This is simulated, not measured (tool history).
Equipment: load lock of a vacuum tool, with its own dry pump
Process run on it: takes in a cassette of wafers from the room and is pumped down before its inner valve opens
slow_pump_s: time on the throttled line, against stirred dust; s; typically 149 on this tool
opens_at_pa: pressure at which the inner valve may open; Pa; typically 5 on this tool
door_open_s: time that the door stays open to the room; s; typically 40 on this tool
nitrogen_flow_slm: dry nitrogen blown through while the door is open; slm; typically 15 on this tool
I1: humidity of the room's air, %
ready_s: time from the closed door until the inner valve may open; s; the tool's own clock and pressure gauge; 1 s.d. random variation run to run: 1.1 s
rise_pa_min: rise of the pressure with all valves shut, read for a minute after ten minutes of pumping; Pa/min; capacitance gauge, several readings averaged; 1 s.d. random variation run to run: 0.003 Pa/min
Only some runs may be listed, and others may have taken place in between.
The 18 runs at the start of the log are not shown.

run 19 hour=2562.9 | slow_pump_s=149 opens_at_pa=5 door_open_s=40 nitrogen_flow_slm=15 | I1=46.5 | ready_s=226.3 rise_pa_min=0.042
run 20 hour=2733.3 | slow_pump_s=143 opens_at_pa=5 door_open_s=183 nitrogen_flow_slm=41 | I1=50 | ready_s=222.9 rise_pa_min=0.053
run 21 hour=2824.3 | slow_pump_s=99 opens_at_pa=5 door_open_s=33 nitrogen_flow_slm=4 | I1=43.5 | ready_s=185.5 rise_pa_min=0.047
run 22 hour=3006.6 | slow_pump_s=232 opens_at_pa=5 door_open_s=155 nitrogen_flow_slm=6 | I1=46.2 | ready_s=295.4 rise_pa_min=0.092
run 23 hour=3103.9 | slow_pump_s=232 opens_at_pa=5 door_open_s=155 nitrogen_flow_slm=6 | I1=43.5 | ready_s=298.3 rise_pa_min=0.095
run 24 hour=3280.3 | slow_pump_s=149 opens_at_pa=5 door_open_s=57 nitrogen_flow_slm=15 | I1=44.9 | ready_s=228.8 rise_pa_min=0.049
run 25 hour=3432.3 | slow_pump_s=82 opens_at_pa=5 door_open_s=34 nitrogen_flow_slm=37 | I1=40.9 | ready_s=174.8 rise_pa_min=0.035
run 26 hour=3603.7 | slow_pump_s=287 opens_at_pa=5 door_open_s=32 nitrogen_flow_slm=18 | I1=46.2 | ready_s=341.4 rise_pa_min=0.043
run 27 hour=3707.7 | slow_pump_s=149 opens_at_pa=5 door_open_s=70 nitrogen_flow_slm=28 | I1=42.1 | ready_s=230.2 rise_pa_min=0.044
run 28 hour=3842.4 | slow_pump_s=166 opens_at_pa=5 door_open_s=235 nitrogen_flow_slm=37 | I1=45.1 | ready_s=243.6 rise_pa_min=0.061
run 29 hour=3933.4 | slow_pump_s=163 opens_at_pa=6 door_open_s=124 nitrogen_flow_slm=42 | I1=40.3 | ready_s=238.6 rise_pa_min=0.047
run 30 hour=4033.2 | slow_pump_s=108 opens_at_pa=5 door_open_s=111 nitrogen_flow_slm=15 | I1=44.4 | ready_s=196.7 rise_pa_min=0.07
run 31 hour=4118.8 | slow_pump_s=149 opens_at_pa=6 door_open_s=115 nitrogen_flow_slm=12 | I1=46.7 | ready_s=227.4 rise_pa_min=0.073
run 32 hour=4216.3 | slow_pump_s=149 opens_at_pa=9 door_open_s=93 nitrogen_flow_slm=15 | I1=45.3 | ready_s=223.2 rise_pa_min=0.064
run 33 hour=4362.7 | slow_pump_s=149 opens_at_pa=9 door_open_s=93 nitrogen_flow_slm=15 | I1=44.4 | ready_s=222.4 rise_pa_min=0.066
run 34 hour=4438.8 | slow_pump_s=149 opens_at_pa=9 door_open_s=93 nitrogen_flow_slm=15 | I1=45.7 | ready_s=223.7 rise_pa_min=0.066
run 35 hour=4522.2 | slow_pump_s=149 opens_at_pa=9 door_open_s=93 nitrogen_flow_slm=15 | I1=45.6 | ready_s=224.3 rise_pa_min=0.065
run 36 hour=4679.5 | slow_pump_s=149 opens_at_pa=9 door_open_s=93 nitrogen_flow_slm=15 | I1=42.1 | ready_s=223.8 rise_pa_min=0.062
run 37 hour=4795.2 | slow_pump_s=149 opens_at_pa=5 door_open_s=95 nitrogen_flow_slm=8 | I1=47.5 | ready_s=232.1 rise_pa_min=0.082
run 38 hour=4957.5 | slow_pump_s=149 opens_at_pa=5 door_open_s=95 nitrogen_flow_slm=8 | I1=40.5 | ready_s=230.8 rise_pa_min=0.078

Forecast each of these 3 alternatives for the next run:
run A hour=5044.6 | slow_pump_s=183 opens_at_pa=8 door_open_s=95 nitrogen_flow_slm=8 | I1=47.1 | ready_s=? rise_pa_min=?
run B hour=5044.6 | slow_pump_s=149 opens_at_pa=5 door_open_s=103 nitrogen_flow_slm=14 | I1=43.7 | ready_s=? rise_pa_min=?
run C hour=5044.6 | slow_pump_s=149 opens_at_pa=5 door_open_s=103 nitrogen_flow_slm=15 | I1=42.3 | ready_s=? rise_pa_min=?

run=A ready_s=252.9 rise_pa_min=0.085
run=B ready_s=231.8 rise_pa_min=0.066
run=C ready_s=229.2 rise_pa_min=0.066
With no hidden state in the tool, these same runs would have given:
run=A ready_s=244.8 rise_pa_min=0.051
run=B ready_s=222.1 rise_pa_min=0.032
run=C ready_s=219.6 rise_pa_min=0.033

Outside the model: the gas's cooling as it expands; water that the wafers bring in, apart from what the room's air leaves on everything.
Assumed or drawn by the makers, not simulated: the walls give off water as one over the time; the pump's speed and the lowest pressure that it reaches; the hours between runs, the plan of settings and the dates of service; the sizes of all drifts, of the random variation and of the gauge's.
